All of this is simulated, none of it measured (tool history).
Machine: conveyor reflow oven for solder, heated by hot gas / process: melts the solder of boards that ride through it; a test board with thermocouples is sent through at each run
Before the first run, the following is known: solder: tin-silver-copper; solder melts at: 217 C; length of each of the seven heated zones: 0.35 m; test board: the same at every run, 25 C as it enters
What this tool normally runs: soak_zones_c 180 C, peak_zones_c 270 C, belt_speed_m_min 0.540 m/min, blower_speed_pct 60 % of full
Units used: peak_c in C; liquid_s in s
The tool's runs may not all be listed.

run	hour	soak_zones_c	peak_zones_c	belt_speed_m_min	blower_speed_pct	peak_c	liquid_s
1	0.0	180	270	0.540	60	254.9	63.7
2	52.9	180	270	0.540	60	256.0	63.5
3	91.4	180	270	0.540	60	255.1	63.2
4	143.0	180	270	0.540	60	255.3	62.9
5	191.7	180	270	0.540	60	254.7	63.0
6	235.9	180	259	0.540	60	246.1	55.1
7	302.1	180	270	0.540	81	258.6	66.5
8	379.1	180	270	0.540	81	258.2	66.5
9	448.2	180	270	0.540	60	253.5	62.9
10	498.0	180	270	0.540	60	254.2	62.5
11	534.7	180	270	0.540	60	253.8	62.1
# hour 571.6: flux residue cleaned out of gas plates and filters
12	582.2	180	270	0.540	60	252.6	61.5
# hour 611.3: belt drive overhauled, speed set with a stopwatch
13	653.1	180	270	0.540	60	252.1	59.4
14	688.6	180	270	0.540	54	250.2	57.1
15	741.2	180	270	0.540	54	250.5	57.1
16	811.6	180	270	0.540	54	250.4	57.0
17	848.5	185	270	0.540	74	254.5	64.3
# hour 866.0: thermocouples of zones 6 and 7 changed
18	924.6	180	270	0.477	60	253.6	69.2
# hour 951.2: flux residue cleaned out of gas plates and filters, once more
19	980.3	194	266	0.625	60	250.3	54.8
20	1030.5	175	266	0.625	60	245.5	44.5
21	1093.1	180	267	0.489	66	255.2	71.2
22	1161.1	191	278	0.434	66	270.1	94.2
23	1240.6	191	278	0.434	66	269.9	94.1
24	1305.7	171	263	0.540	76	249.6	55.8
25	1357.5	171	263	0.540	76	250.0	56.3
26	1415.8	171	263	0.540	76	249.7	55.8
27	1452.6	169	270	0.489	60	255.5	64.7
28	1499.6	192	270	0.540	83	259.5	71.0
29	1558.4	167	270	0.540	60	250.6	55.1
30	1616.1	186	270	0.476	60	258.3	76.2
31	1671.9	186	258	0.476	74	249.2	71.2

3 options for the next run, each taken on its own from the tool as it stands now. Forecast them:
A	1730.6	180	270	0.540	56	?	?
B	1730.6	186	269	0.476	73	?	?
C	1730.6	180	265	0.540	88	?	?

run	peak_c	liquid_s
A	252.2	60.0
B	259.4	78.0
C	254.1	62.8
With no hidden state in the tool, these same runs would have given:
run	peak_c	liquid_s
A	254.1	61.9
B	260.9	78.9
C	256.3	64.9
